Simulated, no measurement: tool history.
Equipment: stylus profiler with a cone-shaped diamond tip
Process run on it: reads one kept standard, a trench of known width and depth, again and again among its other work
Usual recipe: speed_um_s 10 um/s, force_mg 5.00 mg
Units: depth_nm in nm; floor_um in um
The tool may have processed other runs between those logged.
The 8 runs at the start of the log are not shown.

run,hour,speed_um_s,force_mg,scans with this tip,hours of work since the height scale was calibrated,depth_nm,floor_um
9,178.2,10,12.73,3961,783,208.00,27.68
10,203.7,10,5.00,4064,803,204.53,27.67
11,234.0,10,5.00,4185,827,204.65,27.60
12,263.7,10,5.00,4305,850,204.55,27.68
13,281.4,10,5.00,4376,865,204.61,27.66
14,306.9,10,5.00,4478,885,204.67,27.65
15,325.4,10,5.00,4552,899,204.84,27.68
16,345.8,22,5.00,4634,916,204.83,27.62
17,368.6,22,5.00,4726,934,204.71,27.60
18,386.2,29,6.44,4796,948,205.52,27.60
19,413.8,16,5.00,4907,969,204.75,27.61
20,446.3,26,5.00,5037,995,204.74,27.59
21,466.2,15,5.01,5117,1011,204.94,27.59
22,482.7,32,5.60,5183,1024,205.19,27.50
23,503.9,32,5.60,5268,1041,205.07,27.53
24,536.8,2,6.21,5400,1067,205.50,27.59
25,554.3,3,7.66,5471,1081,206.12,27.61
26,579.8,6,3.00,5573,1101,203.64,27.58
27,605.6,20,3.59,5677,1121,204.17,27.49
28,635.9,2,7.10,5798,1145,205.95,27.51
29,664.2,6,7.10,5912,1168,205.89,27.58
30,690.2,25,1.81,6016,1188,202.99,27.46
31,711.6,12,3.06,6102,1205,203.75,27.47
32,734.6,2,7.30,6194,1224,205.90,27.51

Alternative continuations, all from the tool just after run 32; predict every row:
A,763.2,13,7.30,6309,1246,?,?
B,763.2,7,7.30,6309,1246,?,?
C,763.2,35,6.66,6309,1246,?,?

run,depth_nm,floor_um
A,206.09,27.49
B,206.09,27.55
C,205.83,27.49
Stripped of hidden state, with their random variation kept, the same runs would have yielded:
run,depth_nm,floor_um
A,205.02,27.99
B,205.02,28.06
C,204.76,28.00
